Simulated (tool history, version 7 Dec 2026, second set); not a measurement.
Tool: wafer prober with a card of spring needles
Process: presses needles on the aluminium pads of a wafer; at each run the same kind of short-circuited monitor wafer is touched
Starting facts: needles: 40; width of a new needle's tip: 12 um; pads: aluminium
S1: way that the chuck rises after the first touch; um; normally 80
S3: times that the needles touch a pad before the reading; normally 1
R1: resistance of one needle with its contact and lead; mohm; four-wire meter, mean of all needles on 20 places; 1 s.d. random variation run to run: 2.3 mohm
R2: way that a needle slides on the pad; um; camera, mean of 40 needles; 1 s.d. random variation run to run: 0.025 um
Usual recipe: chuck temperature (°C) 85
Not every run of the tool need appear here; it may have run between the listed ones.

Run 1, hour 0: usual settings. Result: R1 288 mohm, R2 19.66 um.
Run 2, hour 11.9: usual settings. Result: R1 277 mohm, R2 19.65 um.
Run 3, hour 18.4: usual settings but S3 2. Result: R1 272 mohm, R2 19.59 um.
Run 4, hour 25.6: usual settings. Result: R1 264 mohm, R2 19.65 um.
Run 5, hour 33: usual settings. Result: R1 285 mohm, R2 19.63 um.
Run 6, hour 40.6: usual settings but chuck temperature (°C) 119. Result: R1 271 mohm, R2 19.64 um.
Run 7, hour 52.5: usual settings but chuck temperature (°C) 119. Result: R1 295 mohm, R2 19.62 um.
Run 8, hour 62.6: usual settings but chuck temperature (°C) 119. Result: R1 292 mohm, R2 19.55 um.
Run 9, hour 75.2: usual settings but chuck temperature (°C) 119. Result: R1 277 mohm, R2 19.58 um.
Run 10, hour 82.1: usual settings but S1 93 um. Result: R1 282 mohm, R2 22.82 um.
Run 11, hour 93.3: usual settings but S1 93 um. Result: R1 271 mohm, R2 22.79 um.
Run 12, hour 106.1: usual settings. Result: R1 260 mohm, R2 19.52 um.
Run 13, hour 113.4: usual settings. Result: R1 285 mohm, R2 19.49 um.
Run 14, hour 120.7: usual settings. Result: R1 292 mohm, R2 19.48 um.
Run 15, hour 127.6: usual settings but S1 73 um, chuck temperature (°C) 96, S3 2. Result: R1 277 mohm, R2 17.68 um.
Run 16, hour 133.6: usual settings but S1 66 um, chuck temperature (°C) 52. Result: R1 299 mohm, R2 15.97 um.
Run 17, hour 141.2: usual settings but S1 66 um, chuck temperature (°C) 52. Result: R1 273 mohm, R2 15.88 um.
Run 18, hour 152.9: usual settings but S1 82 um, chuck temperature (°C) 97, S3 2. Result: R1 281 mohm, R2 20.35 um.
Run 19, hour 162.4: usual settings but chuck temperature (°C) 78. Result: R1 279 mohm, R2 19.82 um.
Run 20, hour 174.6: usual settings but chuck temperature (°C) 78. Result: R1 270 mohm, R2 19.79 um.
Run 21, hour 185.7: usual settings but chuck temperature (°C) 78. Result: R1 286 mohm, R2 19.81 um.
Run 22, hour 196.8: usual settings but S1 63 um, chuck temperature (°C) 67. Result: R1 293 mohm, R2 15.56 um.
Run 23, hour 208.9: usual settings but S1 63 um, chuck temperature (°C) 67. Result: R1 279 mohm, R2 15.56 um.
Run 24, hour 221.5: usual settings but S1 61 um, chuck temperature (°C) 56. Result: R1 252 mohm, R2 15.01 um.
Run 25, hour 227.8: usual settings but S1 88 um, chuck temperature (°C) 44, S3 3. Result: R1 247 mohm, R2 21.69 um.
Run 26, hour 233.5: usual settings but S1 88 um, chuck temperature (°C) 83, S3 3. Result: R1 264 mohm, R2 21.71 um.
Run 27, hour 241.2: usual settings but S1 64 um, chuck temperature (°C) 50, S3 3. Result: R1 257 mohm, R2 15.75 um.

Between the runs listed above, the log contained 17 entries, not reproduced here. Where in the sequence does each belong, and how does what the log doesn't record of the tool's condition differ from the listed run before to the listed run after?
In the gap between runs 1 and 2: tips cleaned on abrasive film (hour 7.2)
  debris on the tips, nm: 57.7 -> 37.8; way that the needles fall short of the set height, um: 0.76 -> 0.84; tips' diameter, um: 12.26 -> 12.29
  measured minus no-state result, R1: +33 -> +22 mohm; R2: -0.19 -> -0.2 um
In the gap between runs 3 and 4: tips cleaned on abrasive film (hour 23.8)
  debris on the tips, nm: 59 -> 22.6; way that the needles fall short of the set height, um: 0.84 -> 0.9; tips' diameter, um: 12.29 -> 12.31
  measured minus no-state result, R1: +20 -> +14 mohm; R2: -0.21 -> -0.23 um
In the gap between runs 5 and 6: tips cleaned on abrasive film (hour 39.8)
  debris on the tips, nm: 58.5 -> 9.7; way that the needles fall short of the set height, um: 0.9 -> 1; tips' diameter, um: 12.31 -> 12.35
  measured minus no-state result, R1: +34 -> +6 mohm; R2: -0.22 -> -0.24 um
In the gap between runs 7 and 8: tips cleaned on abrasive film (hour 55.9)
  debris on the tips, nm: 62.2 -> 46.3; way that the needles fall short of the set height, um: 1 -> 1.09; tips' diameter, um: 12.35 -> 12.38
  measured minus no-state result, R1: +34 -> +26 mohm; R2: -0.25 -> -0.27 um
In the gap between runs 8 and 9: tips cleaned on abrasive film (hour 72.1)
  debris on the tips, nm: 46.3 -> 30.8; way that the needles fall short of the set height, um: 1.09 -> 1.19; tips' diameter, um: 12.38 -> 12.42
  measured minus no-state result, R1: +26 -> +17 mohm; R2: -0.27 -> -0.29 um
In the gap between runs 10 and 11: tips cleaned on abrasive film (hour 88.7)
  debris on the tips, nm: 57 -> 38.5; way that the needles fall short of the set height, um: 1.19 -> 1.26; tips' diameter, um: 12.42 -> 12.44
  measured minus no-state result, R1: +28 -> +19 mohm; R2: -0.29 -> -0.32 um
In the gap between runs 11 and 12: tips cleaned on abrasive film (hour 105.2)
  debris on the tips, nm: 38.5 -> 14.2; way that the needles fall short of the set height, um: 1.26 -> 1.35; tips' diameter, um: 12.44 -> 12.47
  measured minus no-state result, R1: +19 -> +8 mohm; R2: -0.32 -> -0.34 um
In the gap between runs 13 and 14: height of the first contact set anew (hour 119.2)
  debris on the tips, nm: 52.5 -> 66.1; way that the needles fall short of the set height, um: 1.35 -> 1.58
  measured minus no-state result, R1: +31 -> +39 mohm; R2: -0.33 -> -0.39 um
In the gap between runs 14 and 15: tips cleaned on abrasive film (hour 121.9)
  debris on the tips, nm: 66.1 -> 43.9; way that the needles fall short of the set height, um: 1.58 -> 1.67; tips' diameter, um: 12.47 -> 12.5
  measured minus no-state result, R1: +39 -> +18 mohm; R2: -0.39 -> -0.41 um
In the gap between runs 16 and 17: tips cleaned on abrasive film (hour 138.1)
  debris on the tips, nm: 61.7 -> 30.1; way that the needles fall short of the set height, um: 1.67 -> 1.77; tips' diameter, um: 12.5 -> 12.54
  measured minus no-state result, R1: +52 -> +26 mohm; R2: -0.41 -> -0.44 um
In the gap between runs 17 and 18: height of the first contact set anew, once more (hour 148.9)
  debris on the tips, nm: 30.1 -> 65.8; way that the needles fall short of the set height, um: 1.77 -> 0
  measured minus no-state result, R1: +26 -> +22 mohm; R2: -0.44 -> +0 um
In the gap between runs 18 and 19: tips cleaned on abrasive film (hour 154.8)
  debris on the tips, nm: 65.8 -> 48.9; way that the needles fall short of the set height, um: 0 -> 0.1; tips' diameter, um: 12.54 -> 12.57
  measured minus no-state result, R1: +22 -> +29 mohm; R2: +0 -> -0.03 um
In the gap between runs 19 and 20: tips cleaned on abrasive film (hour 171.6)
  debris on the tips, nm: 48.9 -> 30.4; way that the needles fall short of the set height, um: 0.1 -> 0.16; tips' diameter, um: 12.57 -> 12.6
  measured minus no-state result, R1: +29 -> +18 mohm; R2: -0.03 -> -0.05 um
In the gap between runs 21 and 22: tips cleaned on abrasive film (hour 188.7)
  debris on the tips, nm: 65 -> 51.4; way that the needles fall short of the set height, um: 0.16 -> 0.25; tips' diameter, um: 12.6 -> 12.63
  measured minus no-state result, R1: +38 -> +44 mohm; R2: -0.04 -> -0.06 um
In the gap between runs 22 and 23: tips cleaned on abrasive film (hour 205.4)
  debris on the tips, nm: 51.4 -> 32; way that the needles fall short of the set height, um: 0.25 -> 0.35; tips' diameter, um: 12.63 -> 12.66
  measured minus no-state result, R1: +44 -> +28 mohm; R2: -0.06 -> -0.09 um
In the gap between runs 23 and 24: tips cleaned on abrasive film (hour 221.5)
  debris on the tips, nm: 32 -> 3.1; way that the needles fall short of the set height, um: 0.35 -> 0.41; tips' diameter, um: 12.66 -> 12.68
  measured minus no-state result, R1: +28 -> +3 mohm; R2: -0.09 -> -0.1 um
In the gap between runs 26 and 27: tips cleaned on abrasive film (hour 238.2)
  debris on the tips, nm: 60.5 -> 29.6; way that the needles fall short of the set height, um: 0.41 -> 0.52; tips' diameter, um: 12.68 -> 12.72
  measured minus no-state result, R1: +11 -> +10 mohm; R2: -0.1 -> -0.12 um

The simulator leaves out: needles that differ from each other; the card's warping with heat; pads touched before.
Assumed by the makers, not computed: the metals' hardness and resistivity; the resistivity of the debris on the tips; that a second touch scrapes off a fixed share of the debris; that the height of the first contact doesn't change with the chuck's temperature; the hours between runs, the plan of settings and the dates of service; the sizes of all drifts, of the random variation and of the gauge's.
